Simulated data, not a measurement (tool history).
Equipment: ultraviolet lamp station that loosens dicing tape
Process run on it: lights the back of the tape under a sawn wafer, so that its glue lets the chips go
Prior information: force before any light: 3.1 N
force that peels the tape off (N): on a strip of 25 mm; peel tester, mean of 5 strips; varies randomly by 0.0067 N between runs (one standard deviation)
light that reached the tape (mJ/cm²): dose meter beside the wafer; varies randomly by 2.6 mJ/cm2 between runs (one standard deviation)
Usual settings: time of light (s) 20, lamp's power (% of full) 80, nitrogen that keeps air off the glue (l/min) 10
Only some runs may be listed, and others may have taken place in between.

| run | hour | time of light (s) | lamp's power (% of full) | nitrogen that keeps air off the glue (l/min) | force that peels the tape off (N) | light that reached the tape (mJ/cm²) |
|---|---|---|---|---|---|---|
| 1 | 0.0 | 20 | 80 | 10 | 0.610 | 182 |
|  | 14.6 | lamp changed |
| 2 | 48.4 | 20 | 80 | 10 | 0.320 | 279 |
| 3 | 111.5 | 20 | 70 | 10 | 0.390 | 232 |
|  | 188.4 | window cleaned of glue's vapour |
| 4 | 188.7 | 20 | 70 | 10 | 0.332 | 265 |
| 5 | 268.1 | 20 | 70 | 10 | 0.343 | 255 |
| 6 | 324.5 | 20 | 70 | 10 | 0.362 | 252 |
| 7 | 366.8 | 20 | 70 | 10 | 0.376 | 247 |

Run 8 is up next; what results do you expect?
| 8 | 417.7 | 14 | 60 | 4 | ? | ? |

Run 8 came out at force that peels the tape off (N) 1.176, light that reached the tape (mJ/cm²) 142.
Minus the tool's unlogged condition, the same run would have read force that peels the tape off (N) 0.995, light that reached the tape (mJ/cm²) 169.
